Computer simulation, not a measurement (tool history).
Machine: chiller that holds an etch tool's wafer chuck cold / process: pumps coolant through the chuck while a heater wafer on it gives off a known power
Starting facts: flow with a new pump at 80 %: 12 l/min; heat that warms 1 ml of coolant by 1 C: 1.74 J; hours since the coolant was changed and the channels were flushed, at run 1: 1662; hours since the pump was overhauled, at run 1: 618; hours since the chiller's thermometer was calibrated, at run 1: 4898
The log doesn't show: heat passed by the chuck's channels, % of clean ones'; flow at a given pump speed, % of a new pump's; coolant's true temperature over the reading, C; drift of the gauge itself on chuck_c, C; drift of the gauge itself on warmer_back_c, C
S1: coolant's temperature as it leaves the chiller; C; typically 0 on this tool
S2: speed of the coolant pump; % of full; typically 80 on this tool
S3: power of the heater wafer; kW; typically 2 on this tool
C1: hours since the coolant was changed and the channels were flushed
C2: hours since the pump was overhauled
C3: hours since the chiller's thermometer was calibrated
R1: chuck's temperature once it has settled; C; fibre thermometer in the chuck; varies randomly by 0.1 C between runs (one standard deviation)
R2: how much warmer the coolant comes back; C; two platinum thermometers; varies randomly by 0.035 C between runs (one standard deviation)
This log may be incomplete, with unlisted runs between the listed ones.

run 1 day=0 | S1=0 S2=80 S3=2 | C1=1662 C2=618 C3=4898 | R1=22.1 R2=5.86
run 2 day=4.538 | S1=0 S2=80 S3=2 | C1=1770 C2=727 C3=5007 | R1=22.5 R2=5.84
run 3 day=8.588 | S1=0 S2=80 S3=2 | C1=1868 C2=824 C3=5104 | R1=22.3 R2=5.97
run 4 day=13.762 | S1=0 S2=80 S3=2 | C1=1992 C2=948 C3=5228 | R1=22.5 R2=5.94
run 5 day=19.012 | S1=0 S2=80 S3=2 | C1=2118 C2=1074 C3=5354 | R1=22.9 R2=5.9
run 6 day=22 | S1=0 S2=80 S3=2 | C1=2190 C2=1146 C3=5426 | R1=22.8 R2=5.93
run 7 day=24.312 | S1=0 S2=80 S3=2 | C1=2245 C2=1201 C3=5482 | R1=22.6 R2=5.89
run 8 day=26.679 | S1=0 S2=80 S3=2 | C1=2302 C2=1258 C3=5538 | R1=23 R2=5.92
-- day=28.296 chiller's thermometer calibrated
run 9 day=29.762 | S1=0 S2=80 S3=1.826 | C1=2375 C2=1331 C3=35 | R1=19.6 R2=5.36
run 10 day=35.071 | S1=0 S2=80 S3=1.826 | C1=2502 C2=1458 C3=163 | R1=19.8 R2=5.48
run 11 day=37.7 | S1=0 S2=80 S3=1.826 | C1=2565 C2=1521 C3=226 | R1=19.8 R2=5.46
run 12 day=41.662 | S1=-9 S2=80 S3=1.934 | C1=2660 C2=1617 C3=321 | R1=12.1 R2=5.79
run 13 day=45.204 | S1=0 S2=80 S3=1.348 | C1=2745 C2=1702 C3=406 | R1=14.7 R2=4.04
run 14 day=48.5 | S1=0 S2=85 S3=1.065 | C1=2825 C2=1781 C3=485 | R1=11.4 R2=3.01
run 15 day=51.133 | S1=0 S2=85 S3=1.293 | C1=2888 C2=1844 C3=548 | R1=13.7 R2=3.63
run 16 day=55.979 | S1=2 S2=96 S3=1.22 | C1=3004 C2=1960 C3=664 | R1=13.9 R2=3.05
run 17 day=59.029 | S1=10 S2=68 S3=2.438 | C1=3077 C2=2033 C3=738 | R1=40.5 R2=8.77
run 18 day=62.392 | S1=0 S2=78 S3=1.261 | C1=3158 C2=2114 C3=818 | R1=14.5 R2=3.98
run 19 day=65.579 | S1=-9 S2=85 S3=2.256 | C1=3234 C2=2191 C3=895 | R1=15.2 R2=6.45
run 20 day=68.617 | S1=0 S2=63 S3=2 | C1=3307 C2=2264 C3=968 | R1=26.9 R2=7.88
run 21 day=73.275 | S1=1 S2=63 S3=1.215 | C1=3419 C2=2375 C3=1080 | R1=17.4 R2=4.74

Below are 5 alternative next runs, each starting from the tool's condition after run 21. Predict each:
run A day=78.008 | S1=0 S2=80 S3=1.723 | C1=3533 C2=2489 C3=1193 | R1=? R2=?
run B day=78.008 | S1=0 S2=80 S3=1.633 | C1=3533 C2=2489 C3=1193 | R1=? R2=?
run C day=78.008 | S1=1 S2=67 S3=1.909 | C1=3533 C2=2489 C3=1193 | R1=? R2=?
run D day=78.008 | S1=-2 S2=68 S3=1.288 | C1=3533 C2=2489 C3=1193 | R1=? R2=?
run E day=78.008 | S1=1 S2=63 S3=1.918 | C1=3533 C2=2489 C3=1193 | R1=? R2=?

run=A R1=19.8 R2=5.3
run=B R1=18.9 R2=5.04
run=C R1=25.8 R2=7.07
run=D R1=14.9 R2=4.66
run=E R1=27.2 R2=7.53
What these runs would have given with no unlogged condition in the tool:
run=A R1=17.3 R2=4.94
run=B R1=16.5 R2=4.7
run=C R1=22.7 R2=6.6
run=D R1=12.7 R2=4.35
run=E R1=24 R2=7.03
